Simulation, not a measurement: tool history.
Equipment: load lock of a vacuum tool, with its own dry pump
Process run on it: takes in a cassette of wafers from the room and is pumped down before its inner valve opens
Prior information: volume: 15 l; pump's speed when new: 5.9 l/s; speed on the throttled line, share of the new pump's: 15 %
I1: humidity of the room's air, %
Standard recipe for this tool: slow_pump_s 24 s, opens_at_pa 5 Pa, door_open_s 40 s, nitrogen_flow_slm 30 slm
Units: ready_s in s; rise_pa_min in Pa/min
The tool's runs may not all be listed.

run 1 day=0.000 | slow_pump_s=24 opens_at_pa=5 door_open_s=40 nitrogen_flow_slm=30 | I1=45.6 | ready_s=46.9 rise_pa_min=0.213
run 2 day=5.808 | slow_pump_s=24 opens_at_pa=5 door_open_s=150 nitrogen_flow_slm=30 | I1=49.0 | ready_s=46.3 rise_pa_min=0.268
run 3 day=12.392 | slow_pump_s=24 opens_at_pa=5 door_open_s=150 nitrogen_flow_slm=30 | I1=48.7 | ready_s=46.4 rise_pa_min=0.276
run 4 day=19.158 | slow_pump_s=24 opens_at_pa=5 door_open_s=150 nitrogen_flow_slm=30 | I1=44.0 | ready_s=46.6 rise_pa_min=0.283
run 5 day=27.671 | slow_pump_s=24 opens_at_pa=4 door_open_s=40 nitrogen_flow_slm=30 | I1=42.9 | ready_s=47.3 rise_pa_min=0.261
run 6 day=31.183 | slow_pump_s=24 opens_at_pa=5 door_open_s=40 nitrogen_flow_slm=8 | I1=44.0 | ready_s=46.3 rise_pa_min=0.278
run 7 day=38.912 | slow_pump_s=24 opens_at_pa=5 door_open_s=40 nitrogen_flow_slm=8 | I1=44.9 | ready_s=46.9 rise_pa_min=0.293
run 8 day=42.575 | slow_pump_s=29 opens_at_pa=5 door_open_s=40 nitrogen_flow_slm=30 | I1=44.3 | ready_s=51.5 rise_pa_min=0.287
run 9 day=46.912 | slow_pump_s=29 opens_at_pa=5 door_open_s=40 nitrogen_flow_slm=30 | I1=42.0 | ready_s=51.4 rise_pa_min=0.291
run 10 day=54.242 | slow_pump_s=29 opens_at_pa=5 door_open_s=40 nitrogen_flow_slm=30 | I1=42.7 | ready_s=50.8 rise_pa_min=0.301
run 11 day=61.092 | slow_pump_s=37 opens_at_pa=5 door_open_s=40 nitrogen_flow_slm=30 | I1=46.3 | ready_s=57.6 rise_pa_min=0.329
run 12 day=67.821 | slow_pump_s=24 opens_at_pa=5 door_open_s=40 nitrogen_flow_slm=30 | I1=44.4 | ready_s=47.0 rise_pa_min=0.336
run 13 day=73.258 | slow_pump_s=24 opens_at_pa=5 door_open_s=40 nitrogen_flow_slm=30 | I1=47.9 | ready_s=46.8 rise_pa_min=0.346
run 14 day=81.079 | slow_pump_s=24 opens_at_pa=5 door_open_s=40 nitrogen_flow_slm=30 | I1=42.6 | ready_s=47.1 rise_pa_min=0.353
run 15 day=84.729 | slow_pump_s=24 opens_at_pa=5 door_open_s=40 nitrogen_flow_slm=30 | I1=44.2 | ready_s=46.9 rise_pa_min=0.357
run 16 day=90.238 | slow_pump_s=24 opens_at_pa=5 door_open_s=40 nitrogen_flow_slm=30 | I1=45.8 | ready_s=47.4 rise_pa_min=0.377
run 17 day=98.304 | slow_pump_s=24 opens_at_pa=5 door_open_s=40 nitrogen_flow_slm=30 | I1=47.4 | ready_s=47.1 rise_pa_min=0.384
run 18 day=104.979 | slow_pump_s=24 opens_at_pa=5 door_open_s=40 nitrogen_flow_slm=30 | I1=43.7 | ready_s=47.3 rise_pa_min=0.404
run 19 day=113.050 | slow_pump_s=24 opens_at_pa=6 door_open_s=70 nitrogen_flow_slm=18 | I1=45.8 | ready_s=47.0 rise_pa_min=0.441
run 20 day=118.162 | slow_pump_s=24 opens_at_pa=8 door_open_s=70 nitrogen_flow_slm=27 | I1=48.3 | ready_s=46.7 rise_pa_min=0.445
run 21 day=124.767 | slow_pump_s=24 opens_at_pa=8 door_open_s=70 nitrogen_flow_slm=27 | I1=43.3 | ready_s=46.3 rise_pa_min=0.448
run 22 day=130.304 | slow_pump_s=24 opens_at_pa=6 door_open_s=70 nitrogen_flow_slm=4 | I1=45.9 | ready_s=47.2 rise_pa_min=0.496
run 23 day=136.617 | slow_pump_s=13 opens_at_pa=4 door_open_s=75 nitrogen_flow_slm=31 | I1=43.4 | ready_s=38.7 rise_pa_min=0.478
run 24 day=142.992 | slow_pump_s=13 opens_at_pa=9 door_open_s=75 nitrogen_flow_slm=31 | I1=43.3 | ready_s=37.6 rise_pa_min=0.483
run 25 day=151.104 | slow_pump_s=15 opens_at_pa=6 door_open_s=38 nitrogen_flow_slm=5 | I1=44.5 | ready_s=39.7 rise_pa_min=0.516
run 26 day=158.300 | slow_pump_s=24 opens_at_pa=5 door_open_s=175 nitrogen_flow_slm=4 | I1=49.2 | ready_s=48.1 rise_pa_min=0.605
run 27 day=161.833 | slow_pump_s=25 opens_at_pa=8 door_open_s=32 nitrogen_flow_slm=5 | I1=46.8 | ready_s=47.4 rise_pa_min=0.520
run 28 day=166.825 | slow_pump_s=25 opens_at_pa=8 door_open_s=32 nitrogen_flow_slm=5 | I1=42.7 | ready_s=47.3 rise_pa_min=0.549
run 29 day=174.850 | slow_pump_s=24 opens_at_pa=5 door_open_s=43 nitrogen_flow_slm=30 | I1=43.0 | ready_s=48.7 rise_pa_min=0.557
run 30 day=182.871 | slow_pump_s=24 opens_at_pa=5 door_open_s=43 nitrogen_flow_slm=8 | I1=46.0 | ready_s=48.3 rise_pa_min=0.596
run 31 day=189.333 | slow_pump_s=44 opens_at_pa=4 door_open_s=38 nitrogen_flow_slm=11 | I1=45.2 | ready_s=65.7 rise_pa_min=0.598
run 32 day=197.292 | slow_pump_s=33 opens_at_pa=4 door_open_s=38 nitrogen_flow_slm=6 | I1=45.6 | ready_s=56.5 rise_pa_min=0.610
run 33 day=201.012 | slow_pump_s=33 opens_at_pa=4 door_open_s=38 nitrogen_flow_slm=23 | I1=44.5 | ready_s=56.0 rise_pa_min=0.626
-- day=201.758 door's seal changed, seat wiped
run 34 day=208.138 | slow_pump_s=33 opens_at_pa=4 door_open_s=38 nitrogen_flow_slm=23 | I1=44.8 | ready_s=56.9 rise_pa_min=0.039
run 35 day=212.592 | slow_pump_s=19 opens_at_pa=6 door_open_s=73 nitrogen_flow_slm=7 | I1=41.7 | ready_s=43.6 rise_pa_min=0.067
run 36 day=218.112 | slow_pump_s=24 opens_at_pa=6 door_open_s=167 nitrogen_flow_slm=30 | I1=45.6 | ready_s=47.5 rise_pa_min=0.087

What if the next run were any one of these 5? Each begins from the tool's condition after run 36:
run A day=222.650 | slow_pump_s=24 opens_at_pa=8 door_open_s=202 nitrogen_flow_slm=17 | I1=45.7 | ready_s=? rise_pa_min=?
run B day=222.650 | slow_pump_s=24 opens_at_pa=4 door_open_s=167 nitrogen_flow_slm=30 | I1=45.2 | ready_s=? rise_pa_min=?
run C day=222.650 | slow_pump_s=24 opens_at_pa=5 door_open_s=167 nitrogen_flow_slm=30 | I1=43.1 | ready_s=? rise_pa_min=?
run D day=222.650 | slow_pump_s=24 opens_at_pa=5 door_open_s=123 nitrogen_flow_slm=30 | I1=50.0 | ready_s=? rise_pa_min=?
run E day=222.650 | slow_pump_s=20 opens_at_pa=5 door_open_s=40 nitrogen_flow_slm=30 | I1=45.2 | ready_s=? rise_pa_min=?

run=A ready_s=46.8 rise_pa_min=0.107
run=B ready_s=49.4 rise_pa_min=0.081
run=C ready_s=48.8 rise_pa_min=0.082
run=D ready_s=48.6 rise_pa_min=0.076
run=E ready_s=45.0 rise_pa_min=0.041
Had the tool no hidden state, the same runs would have come out as:
run=A ready_s=44.2 rise_pa_min=0.094
run=B ready_s=46.5 rise_pa_min=0.068
run=C ready_s=46.0 rise_pa_min=0.069
run=D ready_s=45.9 rise_pa_min=0.063
run=E ready_s=42.2 rise_pa_min=0.028
